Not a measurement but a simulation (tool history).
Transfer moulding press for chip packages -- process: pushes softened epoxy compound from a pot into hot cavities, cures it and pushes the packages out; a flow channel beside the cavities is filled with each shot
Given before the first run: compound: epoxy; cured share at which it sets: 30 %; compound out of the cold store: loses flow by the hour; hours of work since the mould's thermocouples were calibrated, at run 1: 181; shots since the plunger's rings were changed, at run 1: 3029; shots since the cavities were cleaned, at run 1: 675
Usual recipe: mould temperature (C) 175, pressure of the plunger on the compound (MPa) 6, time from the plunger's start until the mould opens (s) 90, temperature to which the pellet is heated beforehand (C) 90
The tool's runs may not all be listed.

| run | hour | mould temperature (C) | pressure of the plunger on the compound (MPa) | time from the plunger's start until the mould opens (s) | temperature to which the pellet is heated beforehand (C) | hours of work since the mould's thermocouples were calibrated | shots since the plunger's rings were changed | shots since the cavities were cleaned | incoming compound's hours out of the cold store | length that the compound runs in the flow channel (mm) | greatest force on the pins that push the packages out (N) |
|---|---|---|---|---|---|---|---|---|---|---|---|
| 1 | 0 | 175 | 6 | 90 | 90 | 181 | 3029 | 675 | 16.2 | 1007 | 227 |
| 2 | 17.6 | 175 | 6 | 90 | 90 | 191 | 3222 | 868 | 26.6 | 975 | 211 |
|  | 37.1 | cavities cleaned with cleaning compound and waxed |
| 3 | 39.4 | 175 | 6 | 90 | 90 | 202 | 3445 | 24 | 13.4 | 1026 | 219 |
| 4 | 50.4 | 168 | 6 | 90 | 90 | 208 | 3566 | 145 | 44.2 | 925 | 297 |
| 5 | 73.3 | 168 | 6 | 90 | 90 | 220 | 3818 | 397 | 18.3 | 1043 | 331 |
| 6 | 88.5 | 180 | 6 | 90 | 90 | 228 | 3986 | 565 | 24.1 | 960 | 192 |
| 7 | 112.8 | 175 | 6 | 90 | 90 | 241 | 4253 | 832 | 33.1 | 936 | 218 |
|  | 135.7 | cavities cleaned with cleaning compound and waxed |
| 8 | 139.7 | 180 | 6 | 90 | 90 | 255 | 4532 | 43 | 9.2 | 1021 | 197 |
| 9 | 160.7 | 178 | 6 | 85 | 92 | 266 | 4763 | 274 | 45.7 | 885 | 194 |
| 10 | 172.9 | 180 | 6 | 90 | 85 | 273 | 4898 | 409 | 19.5 | 968 | 188 |
| 11 | 195 | 180 | 6.66 | 97 | 91 | 285 | 5140 | 651 | 35.4 | 949 | 193 |
| 12 | 208.4 | 180 | 6.66 | 97 | 91 | 292 | 5288 | 799 | 38.3 | 960 | 179 |
|  | 233 | cavities cleaned with cleaning compound and waxed |
| 13 | 233.2 | 173 | 4.95 | 73 | 97 | 305 | 5544 | 2 | 32 | 857 | 351 |
| 14 | 259.8 | 179 | 6.4 | 90 | 89 | 319 | 5837 | 295 | 9.8 | 1059 | 188 |
| 15 | 282 | 179 | 6.4 | 90 | 89 | 331 | 6081 | 539 | 33.3 | 969 | 196 |
| 16 | 297.9 | 173 | 4.68 | 113 | 81 | 340 | 6255 | 713 | 33.9 | 845 | 202 |

Consider 3 possible next runs. They are alternatives, not a sequence: every one starts from the tool as it was left by run 16. What does each give?
|  | 305.4 | plunger's sealing rings changed |
| A | 318.2 | 169 | 4.68 | 125 | 91 | 350 | 142 | 910 | 19.4 | ? | ? |
|  | 305.4 | plunger's sealing rings changed |
| B | 318.2 | 176 | 6.1 | 113 | 90 | 350 | 142 | 910 | 20.8 | ? | ? |
|  | 305.4 | plunger's sealing rings changed |
| C | 318.2 | 175 | 6.66 | 90 | 89 | 350 | 142 | 910 | 42.3 | ? | ? |

| run | length that the compound runs in the flow channel (mm) | greatest force on the pins that push the packages out (N) |
|---|---|---|
| A | 902 | 195 |
| B | 1004 | 175 |
| C | 961 | 207 |
Without the tool's hidden state the same runs would have given:
| run | length that the compound runs in the flow channel (mm) | greatest force on the pins that push the packages out (N) |
|---|---|---|
| A | 902 | 193 |
| B | 1004 | 173 |
| C | 961 | 205 |

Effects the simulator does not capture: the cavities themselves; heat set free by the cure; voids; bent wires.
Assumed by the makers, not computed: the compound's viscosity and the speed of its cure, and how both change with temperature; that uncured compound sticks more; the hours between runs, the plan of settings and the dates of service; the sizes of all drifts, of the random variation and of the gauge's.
